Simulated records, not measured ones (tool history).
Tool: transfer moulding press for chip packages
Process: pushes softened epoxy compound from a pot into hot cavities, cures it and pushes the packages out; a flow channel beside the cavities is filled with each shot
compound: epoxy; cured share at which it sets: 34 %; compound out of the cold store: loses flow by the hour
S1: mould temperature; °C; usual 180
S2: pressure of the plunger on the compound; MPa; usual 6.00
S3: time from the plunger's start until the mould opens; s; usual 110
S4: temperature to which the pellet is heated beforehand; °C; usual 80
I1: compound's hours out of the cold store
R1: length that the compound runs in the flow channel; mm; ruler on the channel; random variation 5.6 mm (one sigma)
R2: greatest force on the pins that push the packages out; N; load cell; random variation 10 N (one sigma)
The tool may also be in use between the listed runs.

run,day,S1,S2,S3,S4,I1,R1,R2
1,0.000,180,6.00,110,80,19.5,875,563
# day 1.058: cavities cleaned with cleaning compound and waxed
2,1.192,180,6.00,110,80,37.3,823,486
3,2.192,180,6.00,110,80,30.3,838,572
# day 3.175: cavities cleaned with cleaning compound and waxed
4,3.367,180,6.00,110,80,43.3,804,496
5,3.904,172,6.00,110,80,45.1,845,739
6,4.975,172,6.00,110,80,25.3,877,884
# day 5.275: cavities cleaned with cleaning compound and waxed
7,5.925,172,6.00,110,80,41.3,848,738
8,7.008,172,6.00,110,80,11.4,891,899
# day 7.425: cavities cleaned with cleaning compound and waxed
9,7.788,172,6.00,110,80,29.3,855,726
10,8.621,172,6.00,110,80,10.9,894,863
11,9.321,172,6.00,110,80,40.1,835,886
# day 9.546: cavities cleaned with cleaning compound and waxed
12,10.404,180,6.00,110,80,17.6,842,564
13,11.208,180,6.00,110,80,8.1,857,611
# day 11.650: cavities cleaned with cleaning compound and waxed
14,11.817,180,6.00,110,80,16.6,835,486
15,12.433,185,6.40,110,81,17.9,843,521
16,13.338,185,6.40,92,81,8.2,862,617
# day 13.783: cavities cleaned with cleaning compound and waxed
17,14.050,185,6.40,92,81,19.1,847,510
18,14.925,185,6.40,92,81,19.5,838,597
19,15.767,185,6.40,92,81,27.4,821,608
# day 15.912: cavities cleaned with cleaning compound and waxed
20,16.346,185,6.40,92,81,21.3,829,539
21,17.158,174,5.10,102,76,17.8,779,819
# day 18.038: mould's thermocouples calibrated
# day 18.100: cavities cleaned with cleaning compound and waxed
22,18.112,185,6.52,110,78,46.5,783,442
# day 18.950: plunger's sealing rings changed
23,19.046,175,5.74,120,73,13.5,881,629
24,20.038,175,4.64,128,80,22.9,784,662
# day 20.300: cavities cleaned with cleaning compound and waxed
25,21.121,175,6.01,126,80,34.6,863,586
26,21.625,175,6.01,126,80,39.5,848,617
27,22.129,175,6.01,126,80,13.5,892,656

3 ways to go on from here, each from the tool as it stands after run 27. What would each give?
# day 22.417: cavities cleaned with cleaning compound and waxed
A,23.029,178,7.41,126,80,44.2,?,?
# day 22.417: cavities cleaned with cleaning compound and waxed
B,23.029,180,6.97,110,74,24.6,?,?
# day 22.417: cavities cleaned with cleaning compound and waxed
C,23.029,182,6.01,95,82,39.9,?,?

run,R1,R2
A,913,524
B,913,548
C,827,587
Without the tool's hidden state the same runs would have given:
run,R1,R2
A,927,450
B,927,472
C,839,505

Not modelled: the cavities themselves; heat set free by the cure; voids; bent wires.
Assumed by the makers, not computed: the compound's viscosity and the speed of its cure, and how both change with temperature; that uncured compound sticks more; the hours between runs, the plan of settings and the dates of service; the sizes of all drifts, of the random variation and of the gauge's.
